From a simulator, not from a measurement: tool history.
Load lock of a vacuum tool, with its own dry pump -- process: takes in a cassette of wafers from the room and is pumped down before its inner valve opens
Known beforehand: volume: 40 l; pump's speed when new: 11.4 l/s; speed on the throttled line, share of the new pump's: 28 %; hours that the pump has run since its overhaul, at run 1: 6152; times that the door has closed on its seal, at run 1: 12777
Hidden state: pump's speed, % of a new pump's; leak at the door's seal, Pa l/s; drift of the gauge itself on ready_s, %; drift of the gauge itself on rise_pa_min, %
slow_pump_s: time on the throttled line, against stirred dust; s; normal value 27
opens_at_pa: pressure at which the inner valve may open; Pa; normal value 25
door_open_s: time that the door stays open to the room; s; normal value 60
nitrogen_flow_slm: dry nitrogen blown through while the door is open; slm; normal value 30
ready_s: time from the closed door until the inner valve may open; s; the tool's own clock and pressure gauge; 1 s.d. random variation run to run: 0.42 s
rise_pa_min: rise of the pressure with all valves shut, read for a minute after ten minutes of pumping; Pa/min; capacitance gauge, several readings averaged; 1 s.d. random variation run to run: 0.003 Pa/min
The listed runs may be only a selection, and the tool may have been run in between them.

| run | hour | slow_pump_s | opens_at_pa | door_open_s | nitrogen_flow_slm | hours that the pump has run since its overhaul | times that the door has closed on its seal | incoming humidity of the room's air, % | ready_s | rise_pa_min |
|---|---|---|---|---|---|---|---|---|---|---|
| 1 | 0.0 | 27 | 25 | 60 | 30 | 6152 | 12777 | 45.6 | 50.8 | 0.098 |
| 2 | 486.2 | 27 | 25 | 143 | 30 | 6639 | 13944 | 43.4 | 50.7 | 0.122 |
| 3 | 943.8 | 27 | 25 | 60 | 30 | 7096 | 15042 | 44.8 | 50.3 | 0.108 |
| 4 | 1430.4 | 27 | 25 | 60 | 30 | 7583 | 16210 | 47.5 | 51.3 | 0.118 |
| 5 | 1847.0 | 27 | 25 | 58 | 30 | 8000 | 17210 | 48.8 | 51.5 | 0.125 |
| 6 | 2221.8 | 27 | 25 | 58 | 30 | 8374 | 18109 | 45.9 | 50.9 | 0.127 |
| 7 | 2447.3 | 27 | 25 | 36 | 30 | 8600 | 18650 | 42.9 | 51.2 | 0.121 |
| 8 | 2743.1 | 27 | 25 | 36 | 30 | 8896 | 19360 | 44.1 | 51.7 | 0.127 |
| 9 | 3040.4 | 27 | 25 | 60 | 30 | 9193 | 20074 | 45.4 | 51.8 | 0.139 |
| 10 | 3463.2 | 27 | 25 | 60 | 30 | 9616 | 21088 | 42.1 | 52.2 | 0.147 |
| 11 | 3873.3 | 27 | 25 | 60 | 30 | 10026 | 22073 | 44.8 | 51.4 | 0.160 |
| 12 | 4188.5 | 27 | 25 | 60 | 30 | 10341 | 22829 | 42.0 | 52.3 | 0.161 |
| 13 | 4584.4 | 19 | 25 | 60 | 30 | 10737 | 23779 | 46.9 | 46.0 | 0.175 |
| 14 | 5041.9 | 19 | 25 | 60 | 30 | 11194 | 24877 | 43.8 | 46.5 | 0.182 |
| 15 | 5489.9 | 19 | 19 | 60 | 30 | 11642 | 25952 | 41.4 | 48.2 | 0.192 |
| 16 | 5815.5 | 19 | 19 | 60 | 30 | 11968 | 26734 | 43.8 | 48.8 | 0.201 |
| 17 | 6233.4 | 19 | 19 | 60 | 30 | 12386 | 27736 | 45.8 | 48.4 | 0.211 |
| 18 | 6586.7 | 27 | 25 | 40 | 30 | 12739 | 28584 | 50.0 | 52.8 | 0.212 |
| 19 | 7101.1 | 27 | 25 | 40 | 30 | 13254 | 29819 | 46.7 | 53.2 | 0.228 |
| 20 | 7475.8 | 27 | 33 | 40 | 30 | 13628 | 30718 | 50.5 | 51.6 | 0.235 |
|  | 7736.9 | dry pump taken out, an overhauled one fitted |
| 21 | 7803.8 | 27 | 31 | 60 | 30 | 67 | 31491 | 42.7 | 47.5 | 0.252 |
| 22 | 8118.8 | 49 | 32 | 85 | 21 | 382 | 32247 | 45.7 | 63.9 | 0.265 |
| 23 | 8449.0 | 49 | 25 | 85 | 21 | 712 | 33039 | 44.5 | 64.4 | 0.291 |
|  | 8576.7 | door's seal changed, seat wiped |
| 24 | 8991.2 | 27 | 25 | 94 | 30 | 1253 | 995 | 45.4 | 48.9 | 0.043 |
| 25 | 9302.6 | 27 | 25 | 94 | 30 | 1564 | 1742 | 43.2 | 49.0 | 0.044 |
| 26 | 9747.2 | 18 | 47 | 55 | 24 | 2009 | 2809 | 49.4 | 40.9 | 0.041 |
| 27 | 10216.6 | 27 | 20 | 33 | 15 | 2478 | 3936 | 43.6 | 50.4 | 0.035 |
| 28 | 10568.3 | 27 | 22 | 60 | 30 | 2830 | 4780 | 46.5 | 49.8 | 0.047 |
| 29 | 10862.0 | 21 | 21 | 60 | 5 | 3124 | 5484 | 44.1 | 46.1 | 0.061 |
| 30 | 11291.1 | 21 | 21 | 60 | 5 | 3553 | 6514 | 44.4 | 46.7 | 0.067 |
| 31 | 11717.1 | 42 | 25 | 84 | 30 | 3979 | 7537 | 46.3 | 60.4 | 0.067 |
| 32 | 12043.4 | 42 | 25 | 141 | 4 | 4305 | 8320 | 47.4 | 60.4 | 0.115 |
| 33 | 12413.4 | 27 | 21 | 35 | 19 | 4675 | 9208 | 47.1 | 51.0 | 0.060 |
| 34 | 12668.8 | 16 | 36 | 60 | 5 | 4930 | 9821 | 44.9 | 41.9 | 0.086 |
| 35 | 13099.4 | 16 | 45 | 101 | 5 | 5361 | 10854 | 45.4 | 40.4 | 0.116 |
| 36 | 13624.4 | 17 | 25 | 60 | 36 | 5886 | 12114 | 44.0 | 43.5 | 0.074 |
| 37 | 13851.4 | 34 | 25 | 37 | 14 | 6113 | 12659 | 43.5 | 54.6 | 0.081 |

Results per run with the tool's hidden condition removed, run-to-run variation unchanged:
| run | ready_s | rise_pa_min |
|---|---|---|
| 1 | 48.9 | 0.035 |
| 2 | 48.7 | 0.053 |
| 3 | 48.2 | 0.032 |
| 4 | 48.9 | 0.033 |
| 5 | 49.0 | 0.034 |
| 6 | 48.3 | 0.029 |
| 7 | 48.5 | 0.021 |
| 8 | 48.9 | 0.021 |
| 9 | 48.9 | 0.027 |
| 10 | 49.2 | 0.028 |
| 11 | 48.2 | 0.031 |
| 12 | 49.0 | 0.028 |
| 13 | 42.2 | 0.032 |
| 14 | 42.6 | 0.030 |
| 15 | 43.9 | 0.030 |
| 16 | 44.3 | 0.031 |
| 17 | 43.8 | 0.031 |
| 18 | 48.6 | 0.026 |
| 19 | 48.8 | 0.025 |
| 20 | 47.3 | 0.027 |
| 21 | 47.3 | 0.032 |
| 22 | 63.7 | 0.041 |
| 23 | 64.1 | 0.050 |
| 24 | 48.4 | 0.040 |
| 25 | 48.3 | 0.040 |
| 26 | 40.1 | 0.034 |
| 27 | 49.5 | 0.024 |
| 28 | 48.7 | 0.034 |
| 29 | 44.9 | 0.045 |
| 30 | 45.3 | 0.048 |
| 31 | 59.3 | 0.043 |
| 32 | 59.3 | 0.089 |
| 33 | 49.4 | 0.029 |
| 34 | 40.2 | 0.052 |
| 35 | 38.6 | 0.077 |
| 36 | 41.3 | 0.028 |
| 37 | 52.9 | 0.033 |
